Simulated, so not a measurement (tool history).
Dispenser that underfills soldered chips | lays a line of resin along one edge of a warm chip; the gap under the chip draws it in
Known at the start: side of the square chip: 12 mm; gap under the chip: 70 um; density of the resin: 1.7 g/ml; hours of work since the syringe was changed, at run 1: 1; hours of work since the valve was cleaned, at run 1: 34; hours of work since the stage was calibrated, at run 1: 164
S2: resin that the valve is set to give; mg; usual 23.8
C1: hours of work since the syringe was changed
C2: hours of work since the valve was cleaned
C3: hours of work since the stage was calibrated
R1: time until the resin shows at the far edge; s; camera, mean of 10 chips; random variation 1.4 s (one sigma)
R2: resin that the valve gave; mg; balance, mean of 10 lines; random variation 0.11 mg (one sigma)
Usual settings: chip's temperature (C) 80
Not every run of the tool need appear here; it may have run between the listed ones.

run 1 hour=0 | chip's_temperature_(C)=80 S2=23.8 | C1=1 C2=34 C3=164 | R1=141.1 R2=23
run 2 hour=6.7 | chip's_temperature_(C)=80 S2=23.8 | C1=5 C2=38 C3=168 | R1=162.9 R2=23.14
run 3 hour=10.6 | chip's_temperature_(C)=80 S2=23.8 | C1=8 C2=41 C3=171 | R1=182.1 R2=23.03
-- hour=12 new syringe of resin
run 4 hour=17.6 | chip's_temperature_(C)=91 S2=23.8 | C1=4 C2=46 C3=176 | R1=108 R2=22.85
run 5 hour=23.6 | chip's_temperature_(C)=91 S2=23.8 | C1=8 C2=50 C3=180 | R1=124.8 R2=22.71
-- hour=25.4 new syringe of resin
run 6 hour=29.9 | chip's_temperature_(C)=70 S2=23.8 | C1=3 C2=54 C3=184 | R1=223.1 R2=22.42
run 7 hour=37.5 | chip's_temperature_(C)=70 S2=23.8 | C1=8 C2=59 C3=189 | R1=259.4 R2=22.5
-- hour=38.7 new syringe of resin
run 8 hour=45.4 | chip's_temperature_(C)=77 S2=23.8 | C1=5 C2=64 C3=194 | R1=183.2 R2=22.4
run 9 hour=49.4 | chip's_temperature_(C)=80 S2=23.2 | C1=7 C2=67 C3=197 | R1=177.2 R2=21.89
-- hour=52.2 new syringe of resin
run 10 hour=57.3 | chip's_temperature_(C)=80 S2=23.2 | C1=3 C2=72 C3=202 | R1=159.5 R2=21.65
run 11 hour=63.4 | chip's_temperature_(C)=80 S2=23.2 | C1=8 C2=76 C3=206 | R1=178.9 R2=21.4
-- hour=65.4 new syringe of resin
run 12 hour=70.6 | chip's_temperature_(C)=80 S2=20.8 | C1=4 C2=81 C3=211 | R1=168.9 R2=19.34
run 13 hour=77.3 | chip's_temperature_(C)=80 S2=20.3 | C1=8 C2=85 C3=216 | R1=196.6 R2=18.62
-- hour=78.7 new syringe of resin
run 14 hour=84.8 | chip's_temperature_(C)=94 S2=20.8 | C1=4 C2=90 C3=220 | R1=106.5 R2=19.01
-- hour=91.7 dispensing valve cleaned and set on the balance
-- hour=93 new syringe of resin
run 15 hour=94 | chip's_temperature_(C)=75 S2=23.2 | C1=1 C2=1 C3=226 | R1=170.9 R2=23.11
run 16 hour=98.5 | chip's_temperature_(C)=75 S2=23.2 | C1=4 C2=4 C3=229 | R1=186.7 R2=22.93
run 17 hour=103.7 | chip's_temperature_(C)=90 S2=20.8 | C1=7 C2=8 C3=232 | R1=130.6 R2=20.59
-- hour=106.6 new syringe of resin
run 18 hour=107.6 | chip's_temperature_(C)=90 S2=20.8 | C1=1 C2=10 C3=235 | R1=108.3 R2=20.6
run 19 hour=113.7 | chip's_temperature_(C)=73 S2=29.9 | C1=5 C2=15 C3=239 | R1=208.6 R2=29.35
run 20 hour=117.9 | chip's_temperature_(C)=73 S2=29.9 | C1=8 C2=17 C3=242 | R1=220.3 R2=29.4
-- hour=120.1 new syringe of resin
run 21 hour=125.2 | chip's_temperature_(C)=73 S2=29.9 | C1=3 C2=22 C3=247 | R1=196.9 R2=29.11
run 22 hour=132.1 | chip's_temperature_(C)=91 S2=27.7 | C1=8 C2=27 C3=251 | R1=124.4 R2=27.05

Consider 3 possible next runs. They are alternatives, not a sequence: every one starts from the tool as it was left by run 22. What does each give?
-- hour=133.8 new syringe of resin
run A hour=137.7 | chip's_temperature_(C)=69 S2=24.2 | C1=3 C2=31 C3=255 | R1=? R2=?
-- hour=133.8 new syringe of resin
run B hour=137.7 | chip's_temperature_(C)=68 S2=27.7 | C1=3 C2=31 C3=255 | R1=? R2=?
-- hour=133.8 new syringe of resin
run C hour=137.7 | chip's_temperature_(C)=80 S2=25.6 | C1=3 C2=31 C3=255 | R1=? R2=?

run=A R1=223.9 R2=23.38
run=B R1=226.8 R2=26.95
run=C R1=149.9 R2=24.85
Without the tool's hidden state the same runs would have given:
run=A R1=195.1 R2=24.12
run=B R1=198.2 R2=27.81
run=C R1=131.5 R2=25.64

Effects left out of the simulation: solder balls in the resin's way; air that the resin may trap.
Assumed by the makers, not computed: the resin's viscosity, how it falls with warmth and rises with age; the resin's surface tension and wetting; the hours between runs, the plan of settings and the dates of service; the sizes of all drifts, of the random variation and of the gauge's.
